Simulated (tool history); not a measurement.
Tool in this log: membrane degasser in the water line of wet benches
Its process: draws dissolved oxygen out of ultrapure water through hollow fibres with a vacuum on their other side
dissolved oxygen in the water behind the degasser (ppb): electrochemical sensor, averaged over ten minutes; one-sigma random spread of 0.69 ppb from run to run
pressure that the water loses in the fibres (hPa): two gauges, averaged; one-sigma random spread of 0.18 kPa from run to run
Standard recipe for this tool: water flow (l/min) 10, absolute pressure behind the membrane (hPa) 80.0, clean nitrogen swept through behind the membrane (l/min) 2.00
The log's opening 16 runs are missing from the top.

run,day,water flow (l/min),absolute pressure behind the membrane (hPa),clean nitrogen swept through behind the membrane (l/min),hours since the membrane was changed,hours since the vacuum gauge was calibrated,hours since the vacuum lines were made tight,dissolved oxygen in the water behind the degasser (ppb),pressure that the water loses in the fibres (hPa)
17,27.938,10,80.0,1.49,874,5073,245,82.0,350.7
18,29.308,10,80.0,1.49,907,5105,278,80.4,349.4
19,31.142,10,63.1,2.00,951,5149,322,42.2,353.9
20,33.542,10,140.4,5.87,1008,5207,379,50.5,353.1
21,34.850,10,140.4,5.87,1040,5238,411,50.5,352.6
22,36.188,9,129.4,2.00,1072,5271,443,108.4,317.6
23,38.092,10,93.7,0.84,1117,5316,489,171.1,352.4
24,39.562,10,93.7,0.84,1153,5352,524,173.2,348.9
25,42.079,10,93.7,0.84,1213,5412,584,171.6,350.0
26,44.042,10,93.7,0.84,1260,5459,631,173.8,352.7
27,46.421,10,93.7,0.84,1317,5516,688,174.5,347.0
28,48.133,10,107.8,0.84,1358,5557,729,213.4,345.1
29,50.700,11,195.5,2.29,1420,5619,791,194.5,381.8
30,52.642,11,195.5,2.29,1467,5665,838,196.1,379.3
31,54.558,6,65.6,2.83,1513,5712,884,18.2,208.4
32,56.200,9,80.0,0.89,1552,5751,923,116.5,313.1
33,58.050,9,80.0,0.89,1596,5795,968,117.9,310.5

Consider 3 possible next runs. They are alternatives, not a sequence: every one starts from the tool as it was left by run 33. What does each give?
# day 60.433: gauge calibrated
A,60.700,15,170.3,3.62,1660,5859,1031,?,?
# day 60.433: gauge calibrated
B,60.700,15,80.0,3.36,1660,5859,1031,?,?
# day 60.433: gauge calibrated
C,60.700,11,100.3,1.75,1660,5859,1031,?,?

run,dissolved oxygen in the water behind the degasser (ppb),pressure that the water loses in the fibres (hPa)
A,159.2,534.7
B,75.8,534.5
C,109.6,389.9
Had the tool no hidden state, the same runs would have come out as:
run,dissolved oxygen in the water behind the degasser (ppb),pressure that the water loses in the fibres (hPa)
A,159.2,534.8
B,75.8,534.5
C,109.6,389.9
